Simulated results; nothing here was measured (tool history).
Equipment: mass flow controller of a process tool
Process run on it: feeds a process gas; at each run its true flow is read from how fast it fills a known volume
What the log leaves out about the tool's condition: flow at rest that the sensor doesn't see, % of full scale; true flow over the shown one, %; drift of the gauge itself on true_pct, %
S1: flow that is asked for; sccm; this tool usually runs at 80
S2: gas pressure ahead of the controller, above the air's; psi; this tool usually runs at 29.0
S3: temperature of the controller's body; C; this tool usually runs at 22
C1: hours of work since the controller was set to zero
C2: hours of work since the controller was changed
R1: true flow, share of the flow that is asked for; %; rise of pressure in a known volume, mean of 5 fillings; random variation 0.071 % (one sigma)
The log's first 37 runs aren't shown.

{"run": 38, "hour": 13576.8, "S1": 42, "S2": 25.1, "S3": 22, "C1": 2429, "C2": 12733, "R1": 96.47}
{"run": 39, "hour": 13917.0, "S1": 35, "S2": 29.0, "S3": 22, "C1": 2560, "C2": 12864, "R1": 96.3}
{"run": 40, "hour": 14383.9, "S1": 13, "S2": 25.1, "S3": 35, "C1": 2739, "C2": 13043, "R1": 97.02}
{"run": 41, "hour": 14652.5, "S1": 56, "S2": 21.2, "S3": 34, "C1": 2842, "C2": 13146, "R1": 96.45}
{"run": 42, "hour": 15165.4, "S1": 32, "S2": 29.0, "S3": 40, "C1": 3039, "C2": 13343, "R1": 95.99}
{"run": 43, "hour": 15592.3, "S1": 59, "S2": 21.5, "S3": 30, "C1": 3203, "C2": 13507, "R1": 96.66}
{"run": 44, "hour": 15960.6, "S1": 59, "S2": 21.5, "S3": 30, "C1": 3344, "C2": 13648, "R1": 96.66}
{"run": 45, "hour": 16310.5, "S1": 59, "S2": 21.5, "S3": 30, "C1": 3478, "C2": 13782, "R1": 96.73}
{"run": 46, "hour": 16785.4, "S1": 59, "S2": 21.5, "S3": 27, "C1": 3660, "C2": 13965, "R1": 96.81}
{"run": 47, "hour": 17074.7, "S1": 80, "S2": 26.4, "S3": 22, "C1": 3772, "C2": 14076, "R1": 97.12}
{"run": 48, "hour": 17452.5, "S1": 80, "S2": 21.2, "S3": 37, "C1": 3916, "C2": 14221, "R1": 96.97}

Here are 4 independent what-if runs from the current tool condition. What would each one return?
{"run": "A", "hour": 17886.0, "S1": 61, "S2": 21.2, "S3": 37, "C1": 4083, "C2": 14387, "R1": "?"}
{"run": "B", "hour": 17886.0, "S1": 49, "S2": 29.0, "S3": 22, "C1": 4083, "C2": 14387, "R1": "?"}
{"run": "C", "hour": 17886.0, "S1": 80, "S2": 34.5, "S3": 37, "C1": 4083, "C2": 14387, "R1": "?"}
{"run": "D", "hour": 17886.0, "S1": 24, "S2": 29.0, "S3": 21, "C1": 4083, "C2": 14387, "R1": "?"}

run=A R1=96.47
run=B R1=96.68
run=C R1=96.77
run=D R1=97.05
The same runs, with their run-to-run variation unchanged, on a tool lacking any hidden condition would have given:
run=A R1=98.54
run=B R1=98.54
run=C R1=99.06
run=D R1=97.76
